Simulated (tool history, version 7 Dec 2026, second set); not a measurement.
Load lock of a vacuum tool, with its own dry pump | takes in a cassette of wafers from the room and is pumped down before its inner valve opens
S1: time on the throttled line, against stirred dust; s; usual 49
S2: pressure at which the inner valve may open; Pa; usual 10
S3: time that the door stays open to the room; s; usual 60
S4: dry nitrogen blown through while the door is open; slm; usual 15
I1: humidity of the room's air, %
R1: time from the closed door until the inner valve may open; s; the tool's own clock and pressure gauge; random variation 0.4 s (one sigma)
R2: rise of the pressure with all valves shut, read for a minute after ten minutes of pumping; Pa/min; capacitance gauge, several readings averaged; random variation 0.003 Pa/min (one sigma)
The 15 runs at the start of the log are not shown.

{"run": 16, "hour": 5795.9, "S1": 49, "S2": 10, "S3": 60, "S4": 15, "I1": 44.4, "R1": 82.5, "R2": 0.055}
{"run": 17, "hour": 6162.2, "S1": 49, "S2": 10, "S3": 60, "S4": 15, "I1": 44.2, "R1": 82.4, "R2": 0.063}
{"run": 18, "hour": 6441.4, "S1": 49, "S2": 10, "S3": 60, "S4": 15, "I1": 48.7, "R1": 82.6, "R2": 0.07}
{"run": 19, "hour": 6849.9, "S1": 49, "S2": 15, "S3": 60, "S4": 15, "I1": 48.6, "R1": 80.6, "R2": 0.07}
{"run": 20, "hour": 7289.7, "S1": 25, "S2": 15, "S3": 120, "S4": 7, "I1": 43.4, "R1": 60.5, "R2": 0.12}
{"run": 21, "hour": 7647.6, "S1": 25, "S2": 8, "S3": 120, "S4": 20, "I1": 48.8, "R1": 63.3, "R2": 0.098}
{"run": 22, "hour": 8034.9, "S1": 25, "S2": 8, "S3": 120, "S4": 20, "I1": 45.6, "R1": 63.5, "R2": 0.098}
{"run": 23, "hour": 8398.2, "S1": 49, "S2": 11, "S3": 60, "S4": 15, "I1": 41.8, "R1": 83, "R2": 0.085}
{"hour": 8497.5, "done": "dry pump taken out, an overhauled one fitted"}
{"run": 24, "hour": 8825.5, "S1": 73, "S2": 12, "S3": 104, "S4": 23, "I1": 46.6, "R1": 98.8, "R2": 0.107}
{"run": 25, "hour": 9276.1, "S1": 35, "S2": 12, "S3": 104, "S4": 23, "I1": 43.4, "R1": 65, "R2": 0.111}
{"run": 26, "hour": 9647.7, "S1": 33, "S2": 8, "S3": 106, "S4": 23, "I1": 39.8, "R1": 66.3, "R2": 0.116}
{"run": 27, "hour": 10087.6, "S1": 57, "S2": 8, "S3": 106, "S4": 23, "I1": 45.2, "R1": 87.3, "R2": 0.128}
{"run": 28, "hour": 10602.0, "S1": 57, "S2": 8, "S3": 106, "S4": 23, "I1": 43, "R1": 86.7, "R2": 0.134}
{"run": 29, "hour": 10826.7, "S1": 57, "S2": 8, "S3": 106, "S4": 23, "I1": 43.9, "R1": 85.9, "R2": 0.143}

Predict the results of run 30:
{"run": 30, "hour": 11282.4, "S1": 73, "S2": 8, "S3": 106, "S4": 23, "I1": 46, "R1": "?", "R2": "?"}

R1: 100.7 s
R2: 0.15 Pa/min
With the hidden condition absent and the run-to-run variation left alone, this run would have shown R1 100.4 s, R2 0.053 Pa/min.

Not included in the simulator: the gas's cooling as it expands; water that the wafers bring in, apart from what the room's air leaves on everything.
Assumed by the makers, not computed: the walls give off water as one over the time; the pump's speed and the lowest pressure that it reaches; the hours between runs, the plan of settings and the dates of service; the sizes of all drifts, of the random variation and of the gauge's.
